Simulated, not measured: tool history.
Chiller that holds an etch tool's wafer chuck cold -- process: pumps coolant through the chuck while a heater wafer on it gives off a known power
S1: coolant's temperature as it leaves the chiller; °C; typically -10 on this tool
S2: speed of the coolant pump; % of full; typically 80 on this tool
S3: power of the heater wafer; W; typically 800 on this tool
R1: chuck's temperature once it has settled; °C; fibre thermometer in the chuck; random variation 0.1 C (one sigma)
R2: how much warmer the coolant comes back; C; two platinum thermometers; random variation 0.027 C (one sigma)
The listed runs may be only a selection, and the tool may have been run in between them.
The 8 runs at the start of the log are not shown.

{"run": 9, "hour": 910.3, "S1": -10, "S2": 90, "S3": 800, "R1": -4.7, "R2": 1.61}
{"hour": 1080.6, "done": "chiller's thermometer calibrated"}
{"run": 10, "hour": 1088.8, "S1": -10, "S2": 78, "S3": 800, "R1": -4, "R2": 1.83}
{"run": 11, "hour": 1215.8, "S1": -10, "S2": 78, "S3": 800, "R1": -3.8, "R2": 1.81}
{"run": 12, "hour": 1364.1, "S1": -10, "S2": 78, "S3": 800, "R1": -4, "R2": 1.85}
{"run": 13, "hour": 1508.3, "S1": -10, "S2": 78, "S3": 800, "R1": -3.9, "R2": 1.87}
{"run": 14, "hour": 1665.1, "S1": -10, "S2": 78, "S3": 800, "R1": -3.9, "R2": 1.8}
{"run": 15, "hour": 1837.9, "S1": -10, "S2": 93, "S3": 800, "R1": -4.8, "R2": 1.52}
{"run": 16, "hour": 1944.4, "S1": -10, "S2": 69, "S3": 800, "R1": -2.9, "R2": 2.12}
{"run": 17, "hour": 2072.8, "S1": -9, "S2": 97, "S3": 461, "R1": -6, "R2": 0.87}
{"run": 18, "hour": 2168.8, "S1": -6, "S2": 80, "S3": 585, "R1": -1.5, "R2": 1.33}
{"run": 19, "hour": 2276.6, "S1": -6, "S2": 80, "S3": 585, "R1": -1.2, "R2": 1.37}
{"run": 20, "hour": 2433.2, "S1": -6, "S2": 74, "S3": 585, "R1": -1, "R2": 1.43}
{"run": 21, "hour": 2614.0, "S1": -6, "S2": 74, "S3": 585, "R1": -1.1, "R2": 1.47}
{"run": 22, "hour": 2735.0, "S1": -10, "S2": 88, "S3": 800, "R1": -4.1, "R2": 1.65}
{"run": 23, "hour": 2888.8, "S1": -10, "S2": 88, "S3": 800, "R1": -4.2, "R2": 1.64}
{"run": 24, "hour": 2980.9, "S1": -10, "S2": 88, "S3": 448, "R1": -6.7, "R2": 0.91}
{"run": 25, "hour": 3105.6, "S1": -13, "S2": 84, "S3": 491, "R1": -9.1, "R2": 1.09}
{"run": 26, "hour": 3230.0, "S1": -10, "S2": 80, "S3": 916, "R1": -2.7, "R2": 2.12}
{"run": 27, "hour": 3352.5, "S1": -10, "S2": 80, "S3": 916, "R1": -2.5, "R2": 2.15}
{"run": 28, "hour": 3462.9, "S1": -16, "S2": 80, "S3": 462, "R1": -11.8, "R2": 1.04}
{"run": 29, "hour": 3607.2, "S1": -10, "S2": 80, "S3": 497, "R1": -5.8, "R2": 1.11}
{"run": 30, "hour": 3717.3, "S1": -10, "S2": 80, "S3": 497, "R1": -5.8, "R2": 1.14}
{"run": 31, "hour": 3880.0, "S1": -10, "S2": 87, "S3": 729, "R1": -4.3, "R2": 1.56}

5 options for the next run, each taken on its own from the tool as it stands now. Forecast them:
{"run": "A", "hour": 3985.2, "S1": -5, "S2": 79, "S3": 1139, "R1": "?", "R2": "?"}
{"run": "B", "hour": 3985.2, "S1": -4, "S2": 94, "S3": 742, "R1": "?", "R2": "?"}
{"run": "C", "hour": 3985.2, "S1": -10, "S2": 80, "S3": 815, "R1": "?", "R2": "?"}
{"run": "D", "hour": 3985.2, "S1": -1, "S2": 87, "S3": 729, "R1": "?", "R2": "?"}
{"run": "E", "hour": 3985.2, "S1": -18, "S2": 80, "S3": 800, "R1": "?", "R2": "?"}

run=A R1=4.8 R2=2.7
run=B R1=1.6 R2=1.48
run=C R1=-2.8 R2=1.87
run=D R1=4.8 R2=1.55
run=E R1=-11.1 R2=1.88
Stripped of hidden state, with their random variation kept, the same runs would have yielded:
run=A R1=2.7 R2=2.47
run=B R1=0.4 R2=1.35
run=C R1=-4.4 R2=1.72
run=D R1=3.4 R2=1.42
run=E R1=-12.6 R2=1.72

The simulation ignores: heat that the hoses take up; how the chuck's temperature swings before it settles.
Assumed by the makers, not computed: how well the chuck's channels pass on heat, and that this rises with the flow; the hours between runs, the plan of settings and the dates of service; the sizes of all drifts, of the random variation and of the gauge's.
